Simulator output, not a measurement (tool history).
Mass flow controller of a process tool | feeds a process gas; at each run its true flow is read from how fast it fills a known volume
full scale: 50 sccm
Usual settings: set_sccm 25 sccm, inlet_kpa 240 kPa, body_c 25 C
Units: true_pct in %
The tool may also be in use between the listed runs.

run 1 hour=0 | set_sccm=25 inlet_kpa=240 body_c=25 | true_pct=99.28
run 2 hour=131.6 | set_sccm=25 inlet_kpa=240 body_c=25 | true_pct=99.36
run 3 hour=251.4 | set_sccm=25 inlet_kpa=240 body_c=25 | true_pct=99.33
run 4 hour=408.8 | set_sccm=25 inlet_kpa=169 body_c=25 | true_pct=98.95
run 5 hour=528.4 | set_sccm=10 inlet_kpa=169 body_c=25 | true_pct=98.65
run 6 hour=756.4 | set_sccm=10 inlet_kpa=169 body_c=25 | true_pct=98.74
run 7 hour=908.3 | set_sccm=10 inlet_kpa=269 body_c=25 | true_pct=99.48
run 8 hour=1086.5 | set_sccm=10 inlet_kpa=269 body_c=25 | true_pct=99.8
run 9 hour=1257.3 | set_sccm=10 inlet_kpa=269 body_c=25 | true_pct=100.01
run 10 hour=1407.9 | set_sccm=10 inlet_kpa=269 body_c=25 | true_pct=100.1
run 11 hour=1563.3 | set_sccm=9 inlet_kpa=240 body_c=25 | true_pct=99.98
run 12 hour=1663.4 | set_sccm=9 inlet_kpa=240 body_c=25 | true_pct=99.93
run 13 hour=1764.3 | set_sccm=25 inlet_kpa=240 body_c=25 | true_pct=100.67
run 14 hour=1944.3 | set_sccm=25 inlet_kpa=240 body_c=25 | true_pct=100.7
run 15 hour=2133.9 | set_sccm=25 inlet_kpa=240 body_c=25 | true_pct=101.1
run 16 hour=2238.1 | set_sccm=25 inlet_kpa=171 body_c=21 | true_pct=100.99
run 17 hour=2438.8 | set_sccm=25 inlet_kpa=171 body_c=21 | true_pct=101.33
-- hour=2517 gauge calibrated
run 18 hour=2614.5 | set_sccm=25 inlet_kpa=245 body_c=25 | true_pct=99.39
run 19 hour=2776.3 | set_sccm=25 inlet_kpa=248 body_c=37 | true_pct=98.11
run 20 hour=2955 | set_sccm=25 inlet_kpa=248 body_c=37 | true_pct=98.27
run 21 hour=3184.7 | set_sccm=12 inlet_kpa=240 body_c=24 | true_pct=99.4
run 22 hour=3316.3 | set_sccm=12 inlet_kpa=240 body_c=24 | true_pct=99.58
run 23 hour=3492.8 | set_sccm=6 inlet_kpa=240 body_c=23 | true_pct=99.51
run 24 hour=3641.2 | set_sccm=11 inlet_kpa=199 body_c=20 | true_pct=100
run 25 hour=3774.3 | set_sccm=25 inlet_kpa=238 body_c=20 | true_pct=100.95
run 26 hour=3912.1 | set_sccm=25 inlet_kpa=238 body_c=20 | true_pct=101
run 27 hour=4014.9 | set_sccm=25 inlet_kpa=238 body_c=20 | true_pct=101.08
run 28 hour=4219.8 | set_sccm=15 inlet_kpa=200 body_c=40 | true_pct=98.19
run 29 hour=4341.9 | set_sccm=42 inlet_kpa=269 body_c=25 | true_pct=101.58
run 30 hour=4441 | set_sccm=13 inlet_kpa=167 body_c=25 | true_pct=99.73

Forecast each of these 5 alternatives for the next run:
run A hour=4603.9 | set_sccm=7 inlet_kpa=167 body_c=25 | true_pct=?
run B hour=4603.9 | set_sccm=36 inlet_kpa=201 body_c=21 | true_pct=?
run C hour=4603.9 | set_sccm=25 inlet_kpa=245 body_c=25 | true_pct=?
run D hour=4603.9 | set_sccm=34 inlet_kpa=167 body_c=25 | true_pct=?
run E hour=4603.9 | set_sccm=11 inlet_kpa=240 body_c=25 | true_pct=?

run=A true_pct=99.75
run=B true_pct=101.63
run=C true_pct=101.04
run=D true_pct=100.76
run=E true_pct=100.46
Without the tool's hidden state the same runs would have given:
run=A true_pct=98.05
run=B true_pct=99.91
run=C true_pct=99.33
run=D true_pct=99.06
run=E true_pct=98.76
